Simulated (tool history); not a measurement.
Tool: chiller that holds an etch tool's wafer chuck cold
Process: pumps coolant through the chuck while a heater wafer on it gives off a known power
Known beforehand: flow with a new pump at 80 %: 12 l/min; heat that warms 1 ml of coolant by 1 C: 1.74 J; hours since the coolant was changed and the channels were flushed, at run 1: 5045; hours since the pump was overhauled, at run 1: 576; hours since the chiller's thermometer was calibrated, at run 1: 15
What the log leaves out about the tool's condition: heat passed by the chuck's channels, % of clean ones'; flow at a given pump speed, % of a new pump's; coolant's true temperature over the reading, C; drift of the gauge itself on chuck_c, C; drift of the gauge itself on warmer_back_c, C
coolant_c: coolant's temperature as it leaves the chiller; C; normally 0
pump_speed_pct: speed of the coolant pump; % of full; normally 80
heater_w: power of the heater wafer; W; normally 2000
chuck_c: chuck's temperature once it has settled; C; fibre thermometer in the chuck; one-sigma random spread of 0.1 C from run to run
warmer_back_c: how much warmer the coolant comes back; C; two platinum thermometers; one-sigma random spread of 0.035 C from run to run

run      day  coolant_c  pump_speed_pct  heater_w  hours since the coolant was changed and the channels were flushed  hours since the pump was overhauled  hours since the chiller's thermometer was calibrated  chuck_c  warmer_back_c
  1    0.000          0              80      2000                                                               5045                                  576                                                    15     19.3           5.79
  2    4.317          0              77      2000                                                               5149                                  679                                                   119     19.9           6.11
  3   10.412          0              77      2000                                                               5295                                  825                                                   265     20.1           6.07
  4   16.117          0              77      2000                                                               5432                                  962                                                   402     20.4           6.12
  5   20.317          0              77      2000                                                               5533                                 1063                                                   503     20.3           6.03
  6   24.438          0              80      1755                                                               5631                                 1162                                                   602     17.4           5.14
  7   27.650          0              85      2000                                                               5709                                 1239                                                   679     18.8           5.43
  8   33.142          2              85      2000                                                               5840                                 1371                                                   811     20.8           5.47
  9   37.067          0              80      2386                                                               5935                                 1465                                                   905     23.9           6.98
 10   43.108          0              80      2386                                                               6080                                 1610                                                  1050     24.0           6.97
 11   47.150          0              66      2000                                                               6177                                 1707                                                  1147     24.1           7.31
 12   50.717          0              66      2000                                                               6262                                 1793                                                  1233     24.3           7.31
 13   55.946         -7              80      2000                                                               6388                                 1918                                                  1358     13.4           5.85
 14   60.104          0              80      2000                                                               6487                                 2018                                                  1458     20.6           5.85
 15   64.588          0              80      2000                                                               6595                                 2126                                                  1566     20.6           5.97
 16   69.596          0              80      2000                                                               6715                                 2246                                                  1686     20.7           5.92
 17   75.171          5              99      1051                                                               6849                                 2380                                                  1820     14.1           2.47
 18   80.471          5              99      2286                                                               6976                                 2507                                                  1947     24.9           5.37
      83.804  -- chiller's thermometer calibrated
 19   84.658         -8              97      1544                                                               7076                                 2606                                                    20      5.5           3.69
      85.946  -- coolant changed, channels flushed
 20   90.229         -8              97      1544                                                                103                                 2734                                                   148      3.2           3.66
 21   92.954         -3              87      1354                                                                168                                 2799                                                   214      7.9           3.68
 22   98.638         -3              87      1354                                                                305                                 2936                                                   350      8.0           3.68
 23  104.817         -3              87      1354                                                                453                                 3084                                                   498      8.2           3.70
 24  108.517         -3              70      2403                                                                542                                 3173                                                   587     21.2           8.34
 25  113.596          4              80      1003                                                                664                                 3295                                                   709     13.1           3.01
 26  116.938          4              68      1003                                                                744                                 3375                                                   789     14.4           3.61
 27  121.450          4              68      1003                                                                852                                 3483                                                   898     14.6           3.63
 28  127.242          0              80      1618                                                                991                                 3622                                                  1037     14.6           4.92
 29  131.312          0              88      1523                                                               1089                                 3720                                                  1134     12.8           4.18
 30  135.862         -3              66      2058                                                               1198                                 3829                                                  1243     19.4           7.76
 31  140.425        -10              80      2000                                                               1308                                 3939                                                  1353      8.3           6.06
 32  144.388        -10              80      2000                                                               1403                                 4034                                                  1448      8.4           6.03

For each entry between runs, how does the tool's hidden state at the last listed run before it compare with that at the first listed run after it?
After run 18, before run 19: chiller's thermometer calibrated (day 83.804)
  heat passed by the chuck's channels, % of clean ones': 79.5 -> 79.2; flow at a given pump speed, % of a new pump's: 96.9 -> 96.7; coolant's true temperature over the reading, C: 0.2 -> 0.03
  measured minus no-state result, chuck_c: +4.0 -> +2.7 C; warmer_back_c: +0.17 -> +0.12 C
After run 19, before run 20: coolant changed, channels flushed (day 85.946)
  heat passed by the chuck's channels, % of clean ones': 79.2 -> 99.1; flow at a given pump speed, % of a new pump's: 96.7 -> 96.6; coolant's true temperature over the reading, C: 0.03 -> 0.05
  measured minus no-state result, chuck_c: +2.7 -> +0.5 C; warmer_back_c: +0.12 -> +0.12 C
